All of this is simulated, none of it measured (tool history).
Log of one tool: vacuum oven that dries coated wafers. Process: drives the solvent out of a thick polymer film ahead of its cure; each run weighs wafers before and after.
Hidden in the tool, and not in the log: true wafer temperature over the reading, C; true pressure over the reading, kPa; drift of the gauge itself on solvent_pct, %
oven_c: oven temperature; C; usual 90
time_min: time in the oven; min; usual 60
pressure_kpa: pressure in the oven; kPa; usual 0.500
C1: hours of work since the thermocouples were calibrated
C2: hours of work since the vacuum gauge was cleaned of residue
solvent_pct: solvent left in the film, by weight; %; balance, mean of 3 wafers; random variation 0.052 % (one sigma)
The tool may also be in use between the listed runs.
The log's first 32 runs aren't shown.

run 33 day=22.342 | oven_c=100 time_min=67 pressure_kpa=1.350 | C1=838 C2=637 | solvent_pct=0.82
run 34 day=23.121 | oven_c=100 time_min=67 pressure_kpa=1.350 | C1=850 C2=649 | solvent_pct=0.94
run 35 day=24.050 | oven_c=100 time_min=67 pressure_kpa=1.350 | C1=864 C2=663 | solvent_pct=0.99
run 36 day=24.954 | oven_c=100 time_min=67 pressure_kpa=1.350 | C1=877 C2=677 | solvent_pct=0.89
run 37 day=25.454 | oven_c=90 time_min=59 pressure_kpa=0.753 | C1=885 C2=685 | solvent_pct=2.25
run 38 day=26.275 | oven_c=90 time_min=104 pressure_kpa=1.464 | C1=898 C2=697 | solvent_pct=1.28
run 39 day=26.975 | oven_c=91 time_min=67 pressure_kpa=1.800 | C1=908 C2=708 | solvent_pct=2.17
run 40 day=27.792 | oven_c=89 time_min=67 pressure_kpa=1.800 | C1=921 C2=720 | solvent_pct=2.58
run 41 day=28.721 | oven_c=96 time_min=65 pressure_kpa=0.720 | C1=935 C2=734 | solvent_pct=1.20
run 42 day=29.292 | oven_c=88 time_min=78 pressure_kpa=0.283 | C1=943 C2=743 | solvent_pct=1.65
run 43 day=30.017 | oven_c=90 time_min=37 pressure_kpa=0.500 | C1=954 C2=754 | solvent_pct=4.00
run 44 day=30.692 | oven_c=93 time_min=53 pressure_kpa=0.928 | C1=965 C2=764 | solvent_pct=2.18

The next listed run, before its measurement:
run 45 day=31.496 | oven_c=93 time_min=53 pressure_kpa=0.928 | C1=977 C2=776 | solvent_pct=?

{"run 45": {"solvent_pct": 2.26}}
Without the tool's hidden state the same run would have given solvent_pct 2.23 %.
